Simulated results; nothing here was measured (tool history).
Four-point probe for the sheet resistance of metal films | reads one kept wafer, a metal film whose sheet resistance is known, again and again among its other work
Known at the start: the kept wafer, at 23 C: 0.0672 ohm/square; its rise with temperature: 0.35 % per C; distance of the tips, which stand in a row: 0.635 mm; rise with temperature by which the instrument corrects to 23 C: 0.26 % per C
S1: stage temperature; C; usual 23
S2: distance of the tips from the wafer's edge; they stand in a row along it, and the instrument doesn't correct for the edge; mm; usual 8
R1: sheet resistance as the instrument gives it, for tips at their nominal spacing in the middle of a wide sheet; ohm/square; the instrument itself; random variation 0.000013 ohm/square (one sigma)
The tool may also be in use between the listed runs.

run     day  S1  S2        R1
  1       0  23   8  0.067625
  2   2.479  23   8  0.067609
  3   6.075  23   8  0.067617
  4   8.508  23   8  0.067632
  5  11.492  23   8  0.067643
  6  15.875  23   8  0.067652
  7  18.854  23   8  0.067625
  8  22.904  23   8  0.067638
  9  28.158  23   8  0.067655
 10  32.417  23   8  0.067649
     32.754  -- stage's thermometer calibrated
 11  36.571  23   8  0.067596
 12    41.3  22   5  0.067897
 13  45.025  32  32  0.067898
 14  47.638  32  32  0.067887
 15  51.354  32  32  0.067904
 16  55.879  32  32  0.067933
     61.025  -- stage's thermometer calibrated, once more
 17  61.117  32  32  0.068135
 18  64.417  22   9  0.067726
 19  68.183  22   9  0.067715
 20  71.404  24  30  0.067664
 21  76.467  18   4  0.068193

3 ways to go on from here, each from the tool as it stands after run 21. What would each give?
  A  80.154  23  12   ?
  B  80.154  21  10   ?
  C  80.154  24  44   ?

run        R1
  A   0.06771
  B  0.067656
  C  0.067673
Without the tool's hidden state the same runs would have given:
run        R1
  A  0.067296
  B  0.067242
  C  0.067258
